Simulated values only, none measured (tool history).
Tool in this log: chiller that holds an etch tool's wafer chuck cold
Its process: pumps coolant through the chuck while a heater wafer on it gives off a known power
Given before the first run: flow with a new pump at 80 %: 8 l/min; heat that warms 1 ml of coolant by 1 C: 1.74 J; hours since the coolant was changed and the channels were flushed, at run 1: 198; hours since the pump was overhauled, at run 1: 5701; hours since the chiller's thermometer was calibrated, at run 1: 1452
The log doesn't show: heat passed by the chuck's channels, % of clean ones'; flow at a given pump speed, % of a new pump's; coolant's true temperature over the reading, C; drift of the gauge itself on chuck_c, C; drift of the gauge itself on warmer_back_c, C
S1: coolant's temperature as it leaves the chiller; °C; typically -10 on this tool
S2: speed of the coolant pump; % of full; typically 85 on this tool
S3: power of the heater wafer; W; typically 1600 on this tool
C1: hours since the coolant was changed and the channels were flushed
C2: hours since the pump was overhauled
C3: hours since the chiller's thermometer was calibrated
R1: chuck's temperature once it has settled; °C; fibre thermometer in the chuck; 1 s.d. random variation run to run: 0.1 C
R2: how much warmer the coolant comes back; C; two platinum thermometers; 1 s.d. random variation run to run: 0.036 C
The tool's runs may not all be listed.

run 1 hour=0.0 | S1=-10 S2=85 S3=1600 | C1=198 C2=5701 C3=1452 | R1=1.7 R2=6.63
run 2 hour=82.0 | S1=-10 S2=85 S3=1600 | C1=280 C2=5783 C3=1534 | R1=1.7 R2=6.66
run 3 hour=224.5 | S1=-10 S2=85 S3=1024 | C1=423 C2=5925 C3=1677 | R1=-2.4 R2=4.27
run 4 hour=336.5 | S1=-10 S2=85 S3=1024 | C1=535 C2=6037 C3=1789 | R1=-2.3 R2=4.32
run 5 hour=508.0 | S1=-10 S2=85 S3=1600 | C1=706 C2=6209 C3=1960 | R1=1.9 R2=6.67
run 6 hour=639.0 | S1=-10 S2=85 S3=1600 | C1=837 C2=6340 C3=2091 | R1=1.7 R2=6.73
run 7 hour=806.5 | S1=-10 S2=85 S3=1600 | C1=1005 C2=6507 C3=2259 | R1=1.9 R2=6.71
run 8 hour=928.6 | S1=-10 S2=85 S3=2026 | C1=1127 C2=6629 C3=2381 | R1=5.0 R2=8.46
run 9 hour=1012.1 | S1=-10 S2=85 S3=2026 | C1=1210 C2=6713 C3=2464 | R1=5.1 R2=8.54
run 10 hour=1152.8 | S1=-10 S2=85 S3=866 | C1=1351 C2=6853 C3=2605 | R1=-3.3 R2=3.62
run 11 hour=1320.8 | S1=-10 S2=85 S3=1600 | C1=1519 C2=7021 C3=2773 | R1=2.0 R2=6.79
-- hour=1405.7 chiller's thermometer calibrated
run 12 hour=1461.3 | S1=-10 S2=85 S3=1600 | C1=1659 C2=7161 C3=56 | R1=1.7 R2=6.76
run 13 hour=1609.3 | S1=-8 S2=61 S3=1600 | C1=1807 C2=7309 C3=204 | R1=8.2 R2=9.92
run 14 hour=1693.2 | S1=-13 S2=61 S3=1600 | C1=1890 C2=7393 C3=288 | R1=3.3 R2=9.86
run 15 hour=1804.2 | S1=-13 S2=61 S3=1600 | C1=2001 C2=7504 C3=399 | R1=3.4 R2=9.88
run 16 hour=1977.6 | S1=-9 S2=85 S3=2302 | C1=2175 C2=7677 C3=572 | R1=8.4 R2=9.81
run 17 hour=2049.0 | S1=-2 S2=82 S3=2271 | C1=2246 C2=7749 C3=643 | R1=15.8 R2=10.05
run 18 hour=2188.4 | S1=-2 S2=82 S3=2271 | C1=2386 C2=7888 C3=783 | R1=15.8 R2=9.99
-- hour=2216.9 coolant pump overhauled
run 19 hour=2337.3 | S1=-10 S2=65 S3=2095 | C1=2530 C2=120 C3=927 | R1=9.7 R2=11.56
run 20 hour=2453.2 | S1=-11 S2=67 S3=1854 | C1=2645 C2=236 C3=1043 | R1=6.0 R2=9.80
run 21 hour=2591.1 | S1=-11 S2=67 S3=1854 | C1=2783 C2=374 C3=1180 | R1=6.0 R2=9.90
run 22 hour=2702.5 | S1=0 S2=67 S3=1854 | C1=2895 C2=486 C3=1292 | R1=17.3 R2=9.83
run 23 hour=2834.2 | S1=0 S2=74 S3=2022 | C1=3026 C2=617 C3=1424 | R1=17.1 R2=9.59
run 24 hour=2939.4 | S1=-8 S2=81 S3=1101 | C1=3132 C2=723 C3=1529 | R1=0.7 R2=4.77

Each row is a separate what-if for the run after 24, all from the same tool condition, not one after another. Results?
run A hour=3026.8 | S1=-10 S2=85 S3=2266 | C1=3219 C2=810 C3=1616 | R1=? R2=?
run B hour=3026.8 | S1=-14 S2=77 S3=1101 | C1=3219 C2=810 C3=1616 | R1=? R2=?
run C hour=3026.8 | S1=-6 S2=81 S3=1101 | C1=3219 C2=810 C3=1616 | R1=? R2=?
run D hour=3026.8 | S1=-7 S2=70 S3=1358 | C1=3219 C2=810 C3=1616 | R1=? R2=?

run=A R1=6.8 R2=9.19
run=B R1=-4.7 R2=5.02
run=C R1=2.8 R2=4.75
run=D R1=5.3 R2=6.93
Without the tool's hidden state the same runs would have given:
run=A R1=5.6 R2=9.12
run=B R1=-5.5 R2=4.98
run=C R1=2.1 R2=4.72
run=D R1=4.4 R2=6.88
